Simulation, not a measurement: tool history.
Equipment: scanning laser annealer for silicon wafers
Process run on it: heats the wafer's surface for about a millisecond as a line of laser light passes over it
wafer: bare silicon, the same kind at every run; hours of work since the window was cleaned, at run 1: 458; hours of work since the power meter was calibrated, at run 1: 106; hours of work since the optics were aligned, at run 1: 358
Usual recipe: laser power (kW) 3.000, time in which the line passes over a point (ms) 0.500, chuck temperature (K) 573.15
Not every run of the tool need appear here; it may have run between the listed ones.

run	day	laser power (kW)	time in which the line passes over a point (ms)	chuck temperature (K)	hours of work since the window was cleaned	hours of work since the power meter was calibrated	hours of work since the optics were aligned	highest temperature of the surface (K)
1	0.000	3.000	0.500	573.15	458	106	358	1337.15
2	0.388	3.000	0.500	573.15	463	111	363	1340.15
3	0.612	3.000	0.500	573.15	467	115	366	1338.15
4	0.921	3.000	0.500	573.15	471	119	371	1339.15
5	1.304	3.000	0.500	573.15	476	124	376	1336.15
6	1.650	3.000	0.500	573.15	481	129	381	1338.15
7	2.058	3.000	0.500	573.15	487	135	387	1335.15
8	2.446	3.000	0.500	573.15	493	141	392	1334.15
9	2.896	3.000	0.500	573.15	499	147	399	1336.15
10	3.196	3.000	0.500	573.15	503	151	403	1334.15
11	3.604	3.000	0.500	573.15	509	157	409	1337.15
12	3.979	3.000	0.500	573.15	514	162	414	1335.15
13	4.212	3.000	0.500	573.15	518	166	417	1334.15
14	4.692	3.000	0.500	573.15	524	172	424	1336.15
15	4.925	3.000	0.500	573.15	528	176	427	1331.15
16	5.246	3.000	0.500	573.15	532	180	432	1332.15
17	5.604	3.238	0.500	573.15	537	185	437	1391.15
18	5.821	3.238	0.500	573.15	540	188	440	1393.15
19	6.146	3.029	0.541	573.15	545	193	445	1376.15
20	6.571	3.029	0.541	573.15	551	199	451	1375.15
21	6.912	3.029	0.541	573.15	556	204	455	1374.15
22	7.175	3.029	0.541	573.15	559	207	459	1375.15
23	7.492	3.239	0.502	550.15	564	212	464	1369.15
# day 7.596: window over the wafer cleaned
24	8.062	3.290	0.445	580.15	7	219	470	1357.15
25	8.571	2.638	0.495	573.15	14	226	478	1235.15
26	8.992	2.706	0.517	583.15	20	232	484	1278.15
27	9.246	3.146	0.472	583.15	23	235	487	1349.15
28	9.542	3.146	0.472	583.15	27	240	491	1348.15
# day 9.688: window over the wafer cleaned, once more
29	9.858	3.282	0.493	575.15	2	243	495	1422.15
30	10.258	3.146	0.479	593.15	8	249	500	1396.15
31	10.508	3.146	0.479	593.15	12	252	504	1393.15
32	10.808	3.146	0.479	593.15	16	256	508	1394.15
33	11.250	3.146	0.479	593.15	22	263	514	1393.15
34	11.454	2.792	0.556	611.15	25	266	517	1385.15
35	11.754	2.792	0.556	611.15	29	270	521	1386.15
36	12.067	2.792	0.406	580.15	34	274	526	1223.15

Across each entry between runs, compare the hidden state at the last listed run before it with the hidden state at the first listed run after it:
Between runs 23 and 24: window over the wafer cleaned (day 7.596)
  light that passes the window, % of a clean one's: 96.47 -> 96; laser's true power over the reading, %: -0.03 -> -0.02; width of the line over the set one, %: 1.09 -> 1.1
  what was measured, less what the result would be without the hidden state, highest temperature of the surface (K): -34.00 -> -36.00
Between runs 28 and 29: window over the wafer cleaned, once more (day 9.688)
  light that passes the window, % of a clean one's: 95.87 -> 99.37; width of the line over the set one, %: 1.14 -> 1.15
  what was measured, less what the result would be without the hidden state, highest temperature of the surface (K): -37.00 -> -10.00
